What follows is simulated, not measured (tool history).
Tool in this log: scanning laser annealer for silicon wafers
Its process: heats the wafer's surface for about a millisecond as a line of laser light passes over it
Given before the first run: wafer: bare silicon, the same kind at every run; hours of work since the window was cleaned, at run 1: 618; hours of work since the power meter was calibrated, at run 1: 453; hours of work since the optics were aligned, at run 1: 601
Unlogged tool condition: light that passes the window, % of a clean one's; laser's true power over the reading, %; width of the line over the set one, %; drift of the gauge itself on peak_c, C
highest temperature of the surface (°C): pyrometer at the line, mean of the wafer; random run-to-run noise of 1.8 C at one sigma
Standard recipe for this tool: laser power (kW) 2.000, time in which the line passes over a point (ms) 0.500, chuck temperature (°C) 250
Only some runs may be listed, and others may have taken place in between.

| run | hour | laser power (kW) | time in which the line passes over a point (ms) | chuck temperature (°C) | hours of work since the window was cleaned | hours of work since the power meter was calibrated | hours of work since the optics were aligned | highest temperature of the surface (°C) |
|---|---|---|---|---|---|---|---|---|
| 1 | 0.0 | 2.000 | 0.500 | 250 | 618 | 453 | 601 | 956 |
| 2 | 13.5 | 2.000 | 0.500 | 250 | 626 | 461 | 610 | 955 |
| 3 | 22.6 | 2.000 | 0.500 | 250 | 632 | 467 | 615 | 952 |
| 4 | 41.8 | 2.000 | 0.500 | 250 | 644 | 479 | 627 | 956 |
| 5 | 57.6 | 2.138 | 0.500 | 250 | 654 | 489 | 637 | 1024 |
| 6 | 77.1 | 2.138 | 0.500 | 250 | 666 | 501 | 649 | 1020 |
| 7 | 87.8 | 2.000 | 0.500 | 250 | 673 | 508 | 656 | 952 |
| 8 | 99.2 | 2.000 | 0.500 | 250 | 680 | 515 | 663 | 957 |
| 9 | 110.0 | 2.000 | 0.500 | 250 | 687 | 522 | 670 | 954 |
| 10 | 119.5 | 2.000 | 0.500 | 250 | 693 | 528 | 676 | 955 |
| 11 | 134.7 | 2.000 | 0.500 | 250 | 702 | 537 | 686 | 954 |
| 12 | 149.7 | 1.765 | 0.500 | 250 | 711 | 547 | 695 | 847 |
| 13 | 168.5 | 1.802 | 0.500 | 250 | 723 | 558 | 707 | 859 |
| 14 | 176.7 | 1.802 | 0.595 | 250 | 728 | 564 | 712 | 929 |
| 15 | 185.9 | 1.802 | 0.595 | 250 | 734 | 569 | 718 | 929 |
| 16 | 201.4 | 2.000 | 0.477 | 282 | 744 | 579 | 727 | 964 |
| 17 | 217.9 | 1.849 | 0.584 | 250 | 754 | 589 | 738 | 939 |
| 18 | 232.5 | 1.849 | 0.412 | 272 | 763 | 599 | 747 | 837 |
| 19 | 242.7 | 2.000 | 0.571 | 250 | 770 | 605 | 753 | 1008 |
| 20 | 258.2 | 1.881 | 0.352 | 250 | 780 | 615 | 763 | 770 |
|  | 264.1 | optics aligned, line set to its width |
| 21 | 279.9 | 2.141 | 0.352 | 250 | 790 | 625 | 10 | 866 |
| 22 | 293.0 | 1.884 | 0.421 | 276 | 798 | 633 | 18 | 854 |
|  | 308.0 | optics aligned, line set to its width, once more |
| 23 | 308.0 | 1.884 | 0.421 | 276 | 804 | 640 | 0 | 862 |
| 24 | 318.6 | 2.000 | 0.548 | 236 | 811 | 646 | 7 | 985 |
| 25 | 333.3 | 2.040 | 0.499 | 217 | 820 | 656 | 16 | 941 |
| 26 | 346.5 | 2.008 | 0.499 | 217 | 829 | 664 | 24 | 927 |
| 27 | 362.6 | 1.777 | 0.400 | 230 | 839 | 674 | 34 | 759 |
| 28 | 376.5 | 1.777 | 0.400 | 230 | 847 | 683 | 43 | 758 |

Branching from run 28: 4 alternative next runs. What would each branch give?
| A | 392.3 | 1.777 | 0.485 | 234 | 857 | 693 | 53 | ? |
| B | 392.3 | 1.777 | 0.436 | 226 | 857 | 693 | 53 | ? |
| C | 392.3 | 1.972 | 0.500 | 250 | 857 | 693 | 53 | ? |
| D | 392.3 | 1.812 | 0.361 | 288 | 857 | 693 | 53 | ? |

| run | highest temperature of the surface (°C) |
|---|---|
| A | 826 |
| B | 777 |
| C | 943 |
| D | 796 |
The same runs, with their run-to-run variation unchanged, on a tool lacking any hidden condition would have given:
| run | highest temperature of the surface (°C) |
|---|---|
| A | 859 |
| B | 807 |
| C | 981 |
| D | 824 |

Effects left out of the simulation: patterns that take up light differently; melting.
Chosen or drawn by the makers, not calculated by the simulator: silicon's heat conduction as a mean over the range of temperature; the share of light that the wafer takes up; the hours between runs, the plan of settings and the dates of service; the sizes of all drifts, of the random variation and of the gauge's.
